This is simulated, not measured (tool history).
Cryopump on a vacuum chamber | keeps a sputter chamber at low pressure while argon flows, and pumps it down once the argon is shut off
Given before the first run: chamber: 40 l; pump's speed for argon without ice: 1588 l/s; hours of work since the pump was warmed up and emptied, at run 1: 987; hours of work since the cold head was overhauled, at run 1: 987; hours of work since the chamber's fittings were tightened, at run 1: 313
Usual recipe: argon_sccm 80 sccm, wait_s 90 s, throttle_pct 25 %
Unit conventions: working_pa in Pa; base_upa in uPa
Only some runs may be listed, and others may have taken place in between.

run	hour	argon_sccm	wait_s	throttle_pct	hours of work since the pump was warmed up and emptied	hours of work since the cold head was overhauled	hours of work since the chamber's fittings were tightened	working_pa	base_upa
1	0.0	80	90	25	987	987	313	0.3651	1.28
2	48.2	80	90	25	1020	1020	346	0.3657	1.38
3	75.9	80	90	25	1039	1039	365	0.3647	1.29
4	124.9	80	90	25	1072	1072	398	0.3655	1.36
5	174.4	80	90	54	1106	1106	432	0.1851	1.48
# hour 188.2: pump warmed up, emptied and cooled again
6	222.5	80	90	54	23	1135	462	0.1591	1.30
7	275.6	80	90	25	60	1172	498	0.3433	1.31
8	323.3	80	90	25	92	1204	530	0.3432	1.37
9	376.6	112	90	25	129	1241	567	0.4826	1.44
10	408.0	71	274	25	150	1262	588	0.3058	0.97
11	437.3	147	95	27	170	1282	608	0.5824	1.36
12	469.3	80	90	54	192	1304	630	0.1614	1.45
13	508.6	80	90	54	219	1331	657	0.1628	1.49
14	558.1	65	90	54	252	1364	691	0.1328	1.49

The same runs without the tool's hidden state, with the same run-to-run variation:
Hidden state present: pump's speed, % of a pump's without ice; cold plate's temperature, K; leak into the chamber, uPa l/s; drift of the gauge itself on working_pa, %; drift of the gauge itself on base_upa, %.
run	working_pa	base_upa
1	0.3427	0.86
2	0.3424	0.90
3	0.3409	0.82
4	0.3408	0.85
5	0.1592	0.91
6	0.1579	0.89
7	0.3415	0.87
8	0.3408	0.89
9	0.4782	0.91
10	0.3026	0.43
11	0.5751	0.81
12	0.1570	0.87
13	0.1580	0.89
14	0.1283	0.87

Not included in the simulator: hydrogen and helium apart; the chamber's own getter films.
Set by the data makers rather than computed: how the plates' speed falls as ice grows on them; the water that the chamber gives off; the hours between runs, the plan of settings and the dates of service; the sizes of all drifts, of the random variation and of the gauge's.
